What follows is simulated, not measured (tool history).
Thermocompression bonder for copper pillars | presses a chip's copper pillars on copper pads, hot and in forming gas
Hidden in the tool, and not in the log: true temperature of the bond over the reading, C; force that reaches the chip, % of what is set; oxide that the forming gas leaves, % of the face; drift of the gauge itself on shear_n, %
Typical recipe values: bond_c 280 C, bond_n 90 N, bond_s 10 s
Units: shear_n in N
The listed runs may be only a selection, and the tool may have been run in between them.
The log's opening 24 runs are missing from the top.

| run | hour | bond_c | bond_n | bond_s | hours of work since the heater was calibrated | hours of work since the force cell was calibrated | hours of work since the gas filter was changed | shear_n |
|---|---|---|---|---|---|---|---|---|
| 25 | 208 | 250 | 81 | 10 | 412 | 116 | 153 | 41.1 |
| 26 | 220.1 | 250 | 81 | 10 | 418 | 123 | 159 | 40 |
| 27 | 230.8 | 250 | 81 | 10 | 424 | 128 | 165 | 41.1 |
| 28 | 237.9 | 250 | 81 | 10 | 428 | 132 | 169 | 40.5 |
| 29 | 244.2 | 250 | 81 | 10 | 431 | 135 | 172 | 39.2 |
| 30 | 256.4 | 250 | 107 | 10 | 437 | 142 | 178 | 48.9 |
| 31 | 266.2 | 250 | 107 | 10 | 443 | 147 | 184 | 48.3 |
| 32 | 273.8 | 288 | 119 | 9 | 447 | 151 | 188 | 90.8 |
| 33 | 280.7 | 280 | 76 | 19 | 450 | 155 | 191 | 79.9 |
| 34 | 286.9 | 280 | 76 | 19 | 453 | 158 | 194 | 81.3 |
| 35 | 294.4 | 258 | 112 | 10 | 457 | 162 | 198 | 57.8 |
| 36 | 305 | 258 | 112 | 10 | 463 | 168 | 204 | 58 |
| 37 | 311.9 | 258 | 112 | 10 | 467 | 171 | 208 | 57.5 |
| 38 | 323.4 | 251 | 112 | 10 | 473 | 177 | 214 | 51.3 |
| 39 | 335.3 | 306 | 59 | 10 | 479 | 184 | 220 | 80.8 |

4 options for the next run, each taken on its own from the tool as it stands now. Forecast them:
| A | 345.1 | 280 | 90 | 5 | 484 | 189 | 225 | ? |
| B | 345.1 | 272 | 54 | 10 | 484 | 189 | 225 | ? |
| C | 345.1 | 275 | 92 | 7 | 484 | 189 | 225 | ? |
| D | 345.1 | 261 | 92 | 10 | 484 | 189 | 225 | ? |

| run | shear_n |
|---|---|
| A | 54.9 |
| B | 45.2 |
| C | 57.5 |
| D | 54.2 |
The same runs, with their run-to-run variation unchanged, on a tool lacking any hidden condition would have given:
| run | shear_n |
|---|---|
| A | 58.3 |
| B | 48.1 |
| C | 61.1 |
| D | 57.7 |
